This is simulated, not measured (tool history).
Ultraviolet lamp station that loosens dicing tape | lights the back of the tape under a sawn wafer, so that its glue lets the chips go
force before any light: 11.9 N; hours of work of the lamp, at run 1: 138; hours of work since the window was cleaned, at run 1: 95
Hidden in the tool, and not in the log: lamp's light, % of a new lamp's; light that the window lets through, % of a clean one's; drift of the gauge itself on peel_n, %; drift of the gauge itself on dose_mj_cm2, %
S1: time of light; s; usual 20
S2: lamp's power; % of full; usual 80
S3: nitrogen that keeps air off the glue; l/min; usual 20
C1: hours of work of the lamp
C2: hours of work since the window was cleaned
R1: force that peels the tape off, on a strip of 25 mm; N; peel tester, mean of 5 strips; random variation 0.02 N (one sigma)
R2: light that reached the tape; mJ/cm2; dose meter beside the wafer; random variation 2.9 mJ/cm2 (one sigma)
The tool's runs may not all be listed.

{"run": 1, "hour": 0.0, "S1": 20, "S2": 80, "S3": 20, "C1": 138, "C2": 95, "R1": 1.326, "R2": 359}
{"run": 2, "hour": 8.9, "S1": 20, "S2": 80, "S3": 20, "C1": 142, "C2": 99, "R1": 1.324, "R2": 359}
{"run": 3, "hour": 14.3, "S1": 20, "S2": 80, "S3": 20, "C1": 144, "C2": 101, "R1": 1.337, "R2": 358}
{"run": 4, "hour": 20.2, "S1": 20, "S2": 85, "S3": 20, "C1": 147, "C2": 104, "R1": 1.225, "R2": 378}
{"run": 5, "hour": 28.6, "S1": 20, "S2": 85, "S3": 20, "C1": 151, "C2": 108, "R1": 1.218, "R2": 378}
{"run": 6, "hour": 35.0, "S1": 20, "S2": 85, "S3": 20, "C1": 153, "C2": 110, "R1": 1.192, "R2": 375}
{"run": 7, "hour": 39.2, "S1": 20, "S2": 85, "S3": 20, "C1": 155, "C2": 112, "R1": 1.229, "R2": 373}
{"run": 8, "hour": 48.6, "S1": 20, "S2": 80, "S3": 9, "C1": 159, "C2": 116, "R1": 2.34, "R2": 356}
{"run": 9, "hour": 57.0, "S1": 20, "S2": 80, "S3": 9, "C1": 163, "C2": 120, "R1": 2.395, "R2": 351}
{"run": 10, "hour": 66.7, "S1": 20, "S2": 80, "S3": 9, "C1": 167, "C2": 124, "R1": 2.333, "R2": 348}
{"run": 11, "hour": 74.4, "S1": 20, "S2": 80, "S3": 14, "C1": 170, "C2": 127, "R1": 1.836, "R2": 349}
{"run": 12, "hour": 81.7, "S1": 20, "S2": 80, "S3": 14, "C1": 173, "C2": 130, "R1": 1.85, "R2": 345}
{"run": 13, "hour": 91.6, "S1": 33, "S2": 62, "S3": 9, "C1": 177, "C2": 134, "R1": 1.577, "R2": 442}
{"run": 14, "hour": 99.2, "S1": 24, "S2": 80, "S3": 36, "C1": 181, "C2": 138, "R1": 0.64, "R2": 409}
{"run": 15, "hour": 108.2, "S1": 24, "S2": 80, "S3": 36, "C1": 184, "C2": 142, "R1": 0.651, "R2": 406}
{"run": 16, "hour": 117.4, "S1": 24, "S2": 80, "S3": 36, "C1": 188, "C2": 145, "R1": 0.681, "R2": 405}
{"run": 17, "hour": 125.3, "S1": 10, "S2": 64, "S3": 9, "C1": 192, "C2": 149, "R1": 6.199, "R2": 133}
{"run": 18, "hour": 129.6, "S1": 19, "S2": 99, "S3": 9, "C1": 194, "C2": 151, "R1": 1.99, "R2": 396}
{"run": 19, "hour": 135.5, "S1": 11, "S2": 63, "S3": 9, "C1": 196, "C2": 153, "R1": 6.022, "R2": 147}

Forecast each of these 3 alternatives for the next run:
{"run": "A", "hour": 144.6, "S1": 12, "S2": 74, "S3": 22, "C1": 200, "C2": 157, "R1": "?", "R2": "?"}
{"run": "B", "hour": 144.6, "S1": 11, "S2": 63, "S3": 7, "C1": 200, "C2": 157, "R1": "?", "R2": "?"}
{"run": "C", "hour": 144.6, "S1": 20, "S2": 79, "S3": 20, "C1": 200, "C2": 157, "R1": "?", "R2": "?"}

run=A R1=3.657 R2=188
run=B R1=6.508 R2=143
run=C R1=1.551 R2=330
Without the tool's hidden state the same runs would have given:
run=A R1=2.768 R2=233
run=B R1=5.624 R2=178
run=C R1=1.002 R2=408
